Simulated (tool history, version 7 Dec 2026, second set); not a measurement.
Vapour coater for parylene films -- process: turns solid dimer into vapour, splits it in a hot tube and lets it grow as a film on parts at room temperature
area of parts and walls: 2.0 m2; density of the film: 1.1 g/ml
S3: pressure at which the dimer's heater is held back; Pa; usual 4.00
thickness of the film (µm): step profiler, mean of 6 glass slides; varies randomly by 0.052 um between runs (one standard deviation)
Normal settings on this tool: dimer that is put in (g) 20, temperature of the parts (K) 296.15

Run 1, hour 0.0: usual settings. Result: thickness of the film (µm) 6.52.
Run 2, hour 38.2: usual settings but S3 2.12 Pa. Result: thickness of the film (µm) 6.98.
Run 3, hour 85.9: usual settings. Result: thickness of the film (µm) 7.34.
Run 4, hour 138.2: usual settings. Result: thickness of the film (µm) 7.21.
Run 5, hour 197.0: usual settings but S3 2.63 Pa. Result: thickness of the film (µm) 7.70.
Run 6, hour 228.2: usual settings but dimer that is put in (g) 9, S3 2.63 Pa. Result: thickness of the film (µm) 3.36.
Run 7, hour 293.7: usual settings. Result: thickness of the film (µm) 6.97.
Run 8, hour 331.6: usual settings. Result: thickness of the film (µm) 6.88.
Run 9, hour 395.8: usual settings but S3 11.91 Pa. Result: thickness of the film (µm) 5.93.
Run 10, hour 433.0: usual settings but S3 11.91 Pa. Result: thickness of the film (µm) 5.85.
Run 11, hour 465.1: usual settings but S3 11.91 Pa. Result: thickness of the film (µm) 5.72.
Run 12, hour 504.3: usual settings but S3 2.53 Pa. Result: thickness of the film (µm) 7.10.
Run 13, hour 553.1: usual settings but dimer that is put in (g) 15. Result: thickness of the film (µm) 5.59.
Run 14, hour 603.6: usual settings but dimer that is put in (g) 15. Result: thickness of the film (µm) 5.56.
Run 15, hour 669.3: usual settings but dimer that is put in (g) 15. Result: thickness of the film (µm) 5.47.
Run 16, hour 716.8: usual settings but dimer that is put in (g) 15. Result: thickness of the film (µm) 5.40.
Run 17, hour 758.0: usual settings but dimer that is put in (g) 15. Result: thickness of the film (µm) 5.31.
Run 18, hour 802.9: usual settings but dimer that is put in (g) 15. Result: thickness of the film (µm) 5.11.
Run 19, hour 869.4: usual settings. Result: thickness of the film (µm) 6.65.
Run 20, hour 917.1: usual settings. Result: thickness of the film (µm) 6.59.
Run 21, hour 950.4: usual settings. Result: thickness of the film (µm) 6.50.
Run 22, hour 1001.5: usual settings. Result: thickness of the film (µm) 6.43.
Run 23, hour 1065.1: usual settings. Result: thickness of the film (µm) 7.19.
Run 24, hour 1127.1: usual settings but dimer that is put in (g) 21, temperature of the parts (K) 294.15. Result: thickness of the film (µm) 8.22.
Run 25, hour 1163.8: usual settings but dimer that is put in (g) 24, temperature of the parts (K) 302.15. Result: thickness of the film (µm) 6.31.
Run 26, hour 1212.7: usual settings but S3 2.22 Pa. Result: thickness of the film (µm) 7.57.
Run 27, hour 1269.6: usual settings but S3 2.22 Pa. Result: thickness of the film (µm) 7.47.
Run 28, hour 1303.3: usual settings but temperature of the parts (K) 289.15, S3 2.22 Pa. Result: thickness of the film (µm) 8.36.
Run 29, hour 1362.7: usual settings but dimer that is put in (g) 25, S3 4.01 Pa. Result: thickness of the film (µm) 8.42.
Run 30, hour 1400.8: usual settings but dimer that is put in (g) 29, S3 9.38 Pa. Result: thickness of the film (µm) 8.67.
Run 31, hour 1463.8: usual settings but dimer that is put in (g) 29, S3 9.38 Pa. Result: thickness of the film (µm) 8.48.
Run 32, hour 1500.7: usual settings but dimer that is put in (g) 29, S3 9.38 Pa. Result: thickness of the film (µm) 8.42.
Run 33, hour 1557.4: usual settings but dimer that is put in (g) 29, S3 9.38 Pa. Result: thickness of the film (µm) 9.43.
Run 34, hour 1619.0: usual settings but dimer that is put in (g) 26, temperature of the parts (K) 300.15, S3 3.50 Pa. Result: thickness of the film (µm) 7.82.
Run 35, hour 1667.2: usual settings but dimer that is put in (g) 26, temperature of the parts (K) 300.15, S3 3.50 Pa. Result: thickness of the film (µm) 7.67.
Run 36, hour 1721.0: usual settings but dimer that is put in (g) 9, temperature of the parts (K) 295.15, S3 3.50 Pa. Result: thickness of the film (µm) 3.34.
Run 37, hour 1748.1: usual settings but dimer that is put in (g) 22, temperature of the parts (K) 308.15. Result: thickness of the film (µm) 4.17.
Run 38, hour 1813.2: usual settings but dimer that is put in (g) 22, temperature of the parts (K) 308.15. Result: thickness of the film (µm) 4.15.
Run 39, hour 1852.2: usual settings but dimer that is put in (g) 22, temperature of the parts (K) 308.15. Result: thickness of the film (µm) 4.05.
Run 40, hour 1886.2: usual settings but dimer that is put in (g) 11, temperature of the parts (K) 298.15, S3 9.07 Pa. Result: thickness of the film (µm) 2.98.
Run 41, hour 1925.5: usual settings but dimer that is put in (g) 11, temperature of the parts (K) 290.15, S3 2.47 Pa. Result: thickness of the film (µm) 4.36.
Run 42, hour 1965.1: usual settings but S3 7.74 Pa. Result: thickness of the film (µm) 5.95.
Run 43, hour 2004.3: usual settings but S3 7.74 Pa. Result: thickness of the film (µm) 5.90.
Run 44, hour 2071.5: usual settings but dimer that is put in (g) 36, S3 5.34 Pa. Result: thickness of the film (µm) 12.64.
Run 45, hour 2110.9: usual settings but dimer that is put in (g) 16, temperature of the parts (K) 299.15, S3 9.49 Pa. Result: thickness of the film (µm) 4.41.

Removed from this log: 6 entries logged between the listed runs. Between which two listed runs does each belong, and how does the tool's hidden state at the listed run before it compare with that at the listed run after it?
Between runs 2 and 3: trap's valve overhauled (hour 64.5)
  vapour lost through the trap's worn valve, %: 14.2 -> 1; true temperature of the parts over the reading, C: -0.36 -> -0.37
  what was measured, less what the result would be without the hidden state, thickness of the film (µm): -1.01 -> +0.06
Between runs 12 and 13: trap's valve overhauled (hour 552.9)
  vapour lost through the trap's worn valve, %: 11.4 -> 0.7; true temperature of the parts over the reading, C: -0.5 -> -0.51
  what was measured, less what the result would be without the hidden state, thickness of the film (µm): -0.72 -> +0.10
Between runs 17 and 18: table's thermometer calibrated (hour 799.2)
  vapour lost through the trap's worn valve, %: 5.5 -> 6.7; true temperature of the parts over the reading, C: -0.58 -> 0.18
  what was measured, less what the result would be without the hidden state, thickness of the film (µm): -0.15 -> -0.42
Between runs 22 and 23: trap's valve overhauled (hour 1042.2)
  vapour lost through the trap's worn valve, %: 11.6 -> 0.7; true temperature of the parts over the reading, C: 0.11 -> 0.09
  what was measured, less what the result would be without the hidden state, thickness of the film (µm): -0.89 -> -0.09
Between runs 32 and 33: trap's valve overhauled (hour 1530.9)
  vapour lost through the trap's worn valve, %: 11.3 -> 0.8; true temperature of the parts over the reading, C: -0.04 -> -0.06
  what was measured, less what the result would be without the hidden state, thickness of the film (µm): -1.06 -> -0.04
Between runs 43 and 44: trap's valve overhauled (hour 2021.3)
  vapour lost through the trap's worn valve, %: 11.7 -> 1.5; true temperature of the parts over the reading, C: -0.2 -> -0.22
  what was measured, less what the result would be without the hidden state, thickness of the film (µm): -0.72 -> -0.05
